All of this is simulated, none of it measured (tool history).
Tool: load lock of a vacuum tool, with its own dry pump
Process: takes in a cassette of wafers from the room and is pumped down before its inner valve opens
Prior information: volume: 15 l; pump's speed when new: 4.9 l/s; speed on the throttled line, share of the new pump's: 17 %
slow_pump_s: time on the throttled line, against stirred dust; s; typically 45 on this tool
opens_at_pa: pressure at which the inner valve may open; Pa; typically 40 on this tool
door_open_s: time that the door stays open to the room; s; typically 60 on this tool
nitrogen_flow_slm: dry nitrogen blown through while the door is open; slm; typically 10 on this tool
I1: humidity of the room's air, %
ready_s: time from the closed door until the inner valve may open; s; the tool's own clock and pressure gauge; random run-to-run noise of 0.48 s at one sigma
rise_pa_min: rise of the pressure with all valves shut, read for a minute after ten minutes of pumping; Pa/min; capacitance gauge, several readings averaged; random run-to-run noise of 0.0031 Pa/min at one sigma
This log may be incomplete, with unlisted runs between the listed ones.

{"run": 1, "hour": 0.0, "slow_pump_s": 45, "opens_at_pa": 40, "door_open_s": 60, "nitrogen_flow_slm": 10, "I1": 43.5, "ready_s": 62.3, "rise_pa_min": 0.312}
{"run": 2, "hour": 426.1, "slow_pump_s": 45, "opens_at_pa": 40, "door_open_s": 60, "nitrogen_flow_slm": 10, "I1": 43.6, "ready_s": 61.8, "rise_pa_min": 0.349}
{"run": 3, "hour": 685.3, "slow_pump_s": 45, "opens_at_pa": 40, "door_open_s": 60, "nitrogen_flow_slm": 10, "I1": 48.3, "ready_s": 61.7, "rise_pa_min": 0.366}
{"run": 4, "hour": 1089.3, "slow_pump_s": 45, "opens_at_pa": 40, "door_open_s": 60, "nitrogen_flow_slm": 10, "I1": 47, "ready_s": 62.8, "rise_pa_min": 0.397}
{"run": 5, "hour": 1447.5, "slow_pump_s": 45, "opens_at_pa": 40, "door_open_s": 33, "nitrogen_flow_slm": 10, "I1": 45.4, "ready_s": 62.4, "rise_pa_min": 0.407}
{"run": 6, "hour": 1880.0, "slow_pump_s": 45, "opens_at_pa": 40, "door_open_s": 60, "nitrogen_flow_slm": 10, "I1": 45.9, "ready_s": 62.2, "rise_pa_min": 0.458}
{"run": 7, "hour": 2293.0, "slow_pump_s": 45, "opens_at_pa": 40, "door_open_s": 60, "nitrogen_flow_slm": 10, "I1": 45.1, "ready_s": 62.6, "rise_pa_min": 0.489}
{"run": 8, "hour": 2701.5, "slow_pump_s": 45, "opens_at_pa": 36, "door_open_s": 60, "nitrogen_flow_slm": 10, "I1": 43.7, "ready_s": 63.9, "rise_pa_min": 0.517}
{"run": 9, "hour": 3141.1, "slow_pump_s": 45, "opens_at_pa": 36, "door_open_s": 60, "nitrogen_flow_slm": 10, "I1": 43.3, "ready_s": 63.7, "rise_pa_min": 0.559}
{"run": 10, "hour": 3399.9, "slow_pump_s": 45, "opens_at_pa": 40, "door_open_s": 60, "nitrogen_flow_slm": 10, "I1": 42.9, "ready_s": 61.9, "rise_pa_min": 0.585}
{"run": 11, "hour": 3835.9, "slow_pump_s": 45, "opens_at_pa": 40, "door_open_s": 60, "nitrogen_flow_slm": 4, "I1": 46.6, "ready_s": 63.6, "rise_pa_min": 0.644}
{"run": 12, "hour": 4219.6, "slow_pump_s": 45, "opens_at_pa": 40, "door_open_s": 60, "nitrogen_flow_slm": 9, "I1": 44.6, "ready_s": 62.8, "rise_pa_min": 0.672}
{"run": 13, "hour": 4408.3, "slow_pump_s": 45, "opens_at_pa": 40, "door_open_s": 60, "nitrogen_flow_slm": 10, "I1": 44.1, "ready_s": 62.9, "rise_pa_min": 0.676}
{"run": 14, "hour": 4826.8, "slow_pump_s": 45, "opens_at_pa": 40, "door_open_s": 60, "nitrogen_flow_slm": 10, "I1": 44.5, "ready_s": 64.8, "rise_pa_min": 0.049}
{"run": 15, "hour": 5131.1, "slow_pump_s": 45, "opens_at_pa": 40, "door_open_s": 60, "nitrogen_flow_slm": 10, "I1": 43.8, "ready_s": 63.4, "rise_pa_min": 0.062}
{"run": 16, "hour": 5533.2, "slow_pump_s": 61, "opens_at_pa": 40, "door_open_s": 60, "nitrogen_flow_slm": 10, "I1": 44.1, "ready_s": 76.1, "rise_pa_min": 0.071}
{"run": 17, "hour": 5900.5, "slow_pump_s": 61, "opens_at_pa": 40, "door_open_s": 60, "nitrogen_flow_slm": 10, "I1": 44.5, "ready_s": 77, "rise_pa_min": 0.079}
{"run": 18, "hour": 6127.5, "slow_pump_s": 61, "opens_at_pa": 40, "door_open_s": 60, "nitrogen_flow_slm": 10, "I1": 44.3, "ready_s": 76.8, "rise_pa_min": 0.088}
{"run": 19, "hour": 6492.0, "slow_pump_s": 61, "opens_at_pa": 40, "door_open_s": 60, "nitrogen_flow_slm": 10, "I1": 44.5, "ready_s": 76.3, "rise_pa_min": 0.096}
{"run": 20, "hour": 6783.7, "slow_pump_s": 61, "opens_at_pa": 40, "door_open_s": 60, "nitrogen_flow_slm": 10, "I1": 44.3, "ready_s": 77, "rise_pa_min": 0.099}
{"run": 21, "hour": 7166.1, "slow_pump_s": 77, "opens_at_pa": 40, "door_open_s": 119, "nitrogen_flow_slm": 15, "I1": 40.6, "ready_s": 89.3, "rise_pa_min": 0.124}
{"run": 22, "hour": 7383.0, "slow_pump_s": 77, "opens_at_pa": 40, "door_open_s": 119, "nitrogen_flow_slm": 15, "I1": 42.5, "ready_s": 89.3, "rise_pa_min": 0.14}
{"run": 23, "hour": 7690.8, "slow_pump_s": 24, "opens_at_pa": 40, "door_open_s": 161, "nitrogen_flow_slm": 14, "I1": 45, "ready_s": 47, "rise_pa_min": 0.16}
{"run": 24, "hour": 8028.8, "slow_pump_s": 60, "opens_at_pa": 30, "door_open_s": 165, "nitrogen_flow_slm": 6, "I1": 47.5, "ready_s": 77.2, "rise_pa_min": 0.194}
{"run": 25, "hour": 8401.9, "slow_pump_s": 60, "opens_at_pa": 30, "door_open_s": 165, "nitrogen_flow_slm": 6, "I1": 41.9, "ready_s": 76.6, "rise_pa_min": 0.205}
{"run": 26, "hour": 8839.4, "slow_pump_s": 66, "opens_at_pa": 50, "door_open_s": 32, "nitrogen_flow_slm": 13, "I1": 44, "ready_s": 81, "rise_pa_min": 0.177}
{"run": 27, "hour": 9202.7, "slow_pump_s": 36, "opens_at_pa": 35, "door_open_s": 223, "nitrogen_flow_slm": 12, "I1": 44, "ready_s": 58.3, "rise_pa_min": 0.243}
{"run": 28, "hour": 9557.6, "slow_pump_s": 45, "opens_at_pa": 40, "door_open_s": 105, "nitrogen_flow_slm": 37, "I1": 45, "ready_s": 65.4, "rise_pa_min": 0.212}
{"run": 29, "hour": 9839.6, "slow_pump_s": 45, "opens_at_pa": 40, "door_open_s": 105, "nitrogen_flow_slm": 37, "I1": 45.1, "ready_s": 65.3, "rise_pa_min": 0.233}
{"run": 30, "hour": 10086.0, "slow_pump_s": 29, "opens_at_pa": 28, "door_open_s": 143, "nitrogen_flow_slm": 10, "I1": 40.8, "ready_s": 54, "rise_pa_min": 0.27}
{"run": 31, "hour": 10453.5, "slow_pump_s": 29, "opens_at_pa": 38, "door_open_s": 143, "nitrogen_flow_slm": 10, "I1": 44.3, "ready_s": 52.9, "rise_pa_min": 0.304}
{"run": 32, "hour": 10786.9, "slow_pump_s": 52, "opens_at_pa": 38, "door_open_s": 143, "nitrogen_flow_slm": 29, "I1": 41.8, "ready_s": 70.8, "rise_pa_min": 0.297}
{"run": 33, "hour": 10990.0, "slow_pump_s": 39, "opens_at_pa": 47, "door_open_s": 49, "nitrogen_flow_slm": 15, "I1": 41.9, "ready_s": 60.7, "rise_pa_min": 0.305}
{"run": 34, "hour": 11255.3, "slow_pump_s": 39, "opens_at_pa": 47, "door_open_s": 49, "nitrogen_flow_slm": 15, "I1": 47, "ready_s": 60.1, "rise_pa_min": 0.319}
{"run": 35, "hour": 11667.4, "slow_pump_s": 24, "opens_at_pa": 49, "door_open_s": 30, "nitrogen_flow_slm": 5, "I1": 44.5, "ready_s": 48.5, "rise_pa_min": 0.345}
{"run": 36, "hour": 11937.6, "slow_pump_s": 57, "opens_at_pa": 49, "door_open_s": 60, "nitrogen_flow_slm": 10, "I1": 49.9, "ready_s": 69.9, "rise_pa_min": 0.379}

Not shown: 2 entries that the log had between the listed runs. Between which runs, and how does the tool's hidden state differ before and after?
After run 13, before run 14: door's seal changed, seat wiped (hour 4818.7)
  pump's speed, % of a new pump's: 90.5 -> 89.9; leak at the door's seal, Pa l/s: 0.1601 -> 0.0026
  the result without the hidden state subtracted from the measured one, ready_s: +1.7 -> +1.9 s; rise_pa_min: +0.628 -> +0.002 Pa/min
After run 35, before run 36: dry pump taken out, an overhauled one fitted (hour 11798.2)
  pump's speed, % of a new pump's: 79.5 -> 100.4; leak at the door's seal, Pa l/s: 0.078 -> 0.0827
  the result without the hidden state subtracted from the measured one, ready_s: +5 -> -0.1 s; rise_pa_min: +0.302 -> +0.322 Pa/min
